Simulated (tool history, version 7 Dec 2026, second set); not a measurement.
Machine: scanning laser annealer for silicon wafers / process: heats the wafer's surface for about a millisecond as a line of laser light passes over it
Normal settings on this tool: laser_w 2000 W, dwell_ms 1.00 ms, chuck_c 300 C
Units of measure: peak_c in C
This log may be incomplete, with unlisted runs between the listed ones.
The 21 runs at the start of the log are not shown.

run	day	laser_w	dwell_ms	chuck_c	peak_c
22	14.312	2171	0.83	290	1090
23	15.250	2000	1.14	300	1145
24	15.838	2053	0.83	327	1070
25	16.771	2066	1.11	265	1134
26	17.338	1967	1.00	337	1107
# day 18.546: optics aligned, line set to its width
27	18.558	1967	1.00	337	1111
28	19.104	1967	1.00	337	1113
29	19.554	1944	1.00	285	1051
30	20.171	1944	1.00	285	1047
31	21.038	1924	0.96	285	1024
32	21.717	1775	1.00	300	976
33	22.467	2010	1.00	300	1096
34	23.371	2010	1.00	325	1118
35	23.817	1927	0.82	314	995
36	24.275	1981	1.16	314	1154
37	24.958	1981	1.16	314	1155
38	25.788	1981	1.16	314	1153
39	26.254	1981	1.16	314	1155
40	26.800	1815	1.00	308	1000

What if the next run were any one of these 3? Each begins from the tool's condition after run 40:
A	27.271	1719	0.75	302	?
B	27.271	1865	0.81	287	?
C	27.271	1815	1.00	271	?

run	peak_c
A	859
B	929
C	966
Stripped of hidden state, with their random variation kept, the same runs would have yielded:
run	peak_c
A	881
B	954
C	993
